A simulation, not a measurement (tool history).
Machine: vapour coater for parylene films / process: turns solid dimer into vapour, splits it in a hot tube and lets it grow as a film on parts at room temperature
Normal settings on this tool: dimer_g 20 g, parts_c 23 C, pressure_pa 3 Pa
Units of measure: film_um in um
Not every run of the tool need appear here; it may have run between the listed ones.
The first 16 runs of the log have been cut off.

run,day,dimer_g,parts_c,pressure_pa,hours of work since the trap's valve was overhauled,hours of work since the table's thermometer was calibrated,film_um
17,9.654,26,23,3,568,264,7.55
# day 9.921: trap's valve overhauled
18,10.479,20,24,3,9,275,6.37
19,10.954,24,20,9.98,17,283,7.59
# day 11.058: table's thermometer calibrated
20,11.638,33,34,6.18,28,10,6.26
21,12.192,10,33,4.56,38,19,2.07
22,12.904,12,23,3.63,50,31,3.73
23,13.362,27,23,2.29,57,39,8.95
24,14.021,20,29,3.79,69,50,4.93
25,14.662,15,18,3,79,61,5.87
26,15.096,10,21,2.3,87,68,3.49
# day 15.288: table's thermometer calibrated, once more
27,15.671,10,21,2.3,96,6,3.59
28,16.258,20,15,4.7,106,16,8.33
29,16.871,16,23,4.52,116,27,4.98
30,17.325,20,28,3,124,34,5.31
31,17.854,13,28,4.65,133,43,3.27
32,18.558,13,28,4.65,144,55,3.22
33,19.05,13,28,4.65,153,64,3.28
34,19.604,13,16,4.65,162,73,5.24
35,20.221,12,15,7.2,173,83,4.65
36,20.562,11,21,6.4,178,89,3.49

Alternative continuations, all from the tool just after run 36; predict every row:
A,21.246,20,32,3,190,101,?
B,21.246,16,19,3,190,101,?
C,21.246,9,21,3.48,190,101,?
D,21.246,29,24,6.4,190,101,?
E,21.246,11,21,4.02,190,101,?

run,film_um
A,4.39
B,5.98
C,3.05
D,8.06
E,3.68
What these runs would have given with no unlogged condition in the tool:
run,film_um
A,4.56
B,6.2
C,3.16
D,8.36
E,3.81
